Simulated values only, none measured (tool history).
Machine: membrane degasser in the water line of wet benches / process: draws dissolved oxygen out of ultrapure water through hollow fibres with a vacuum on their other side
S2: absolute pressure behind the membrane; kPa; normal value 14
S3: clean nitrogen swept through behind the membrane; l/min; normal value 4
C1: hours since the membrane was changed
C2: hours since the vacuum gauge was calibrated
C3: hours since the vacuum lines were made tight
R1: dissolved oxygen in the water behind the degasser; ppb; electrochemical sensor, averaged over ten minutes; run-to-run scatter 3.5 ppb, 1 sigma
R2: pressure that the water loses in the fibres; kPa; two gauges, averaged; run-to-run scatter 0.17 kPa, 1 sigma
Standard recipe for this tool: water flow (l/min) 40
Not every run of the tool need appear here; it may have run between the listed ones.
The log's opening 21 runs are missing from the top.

Run 22, hour 5177.9: usual settings but S2 16.7 kPa, S3 1.7 l/min; C1 13783; C2 919; C3 9841. Result: R1 794 ppb, R2 28.07 kPa.
Run 23, hour 5406: usual settings but S2 16.7 kPa, S3 1.7 l/min; C1 14011; C2 1147; C3 10069. Result: R1 782.2 ppb, R2 27.97 kPa.
Run 24, hour 5617.8: usual settings but S2 30.5 kPa, S3 5.48 l/min; C1 14222; C2 1359; C3 10281. Result: R1 619.2 ppb, R2 27.85 kPa.
Run 25, hour 5836: usual settings but water flow (l/min) 29, S2 30.5 kPa, S3 5.48 l/min; C1 14441; C2 1577; C3 10499. Result: R1 447.6 ppb, R2 20.51 kPa.
Run 26, hour 6025.9: usual settings but water flow (l/min) 29, S2 28.1 kPa, S3 5.48 l/min; C1 14631; C2 1767; C3 10689. Result: R1 423.2 ppb, R2 20.33 kPa.
At hour 6076.5: seals of the vacuum lines changed.
Run 27, hour 6280.1: usual settings but water flow (l/min) 51, S2 8.7 kPa; C1 14883; C2 2019; C3 204. Result: R1 375.8 ppb, R2 35.97 kPa.
Run 28, hour 6608.1: usual settings but water flow (l/min) 51, S2 8.7 kPa, S3 3.13 l/min; C1 15211; C2 2347; C3 532. Result: R1 422.5 ppb, R2 35.78 kPa.
Run 29, hour 6783.3: usual settings but water flow (l/min) 51, S2 8.7 kPa, S3 3.13 l/min; C1 15386; C2 2522; C3 707. Result: R1 419.5 ppb, R2 36.11 kPa.

What does the tool deliver on the next run?
Run 30, hour 6927.8: usual settings but water flow (l/min) 35, S2 18.5 kPa; C1 15530; C2 2667; C3 851. Result: R1 ?, R2 ?.

{"run 30": {"R1": 444.4, "R2": 24.41}}
If the tool had no hidden condition, the same run with the same run-to-run variation would have returned R1 392.4 ppb, R2 21.9 kPa.
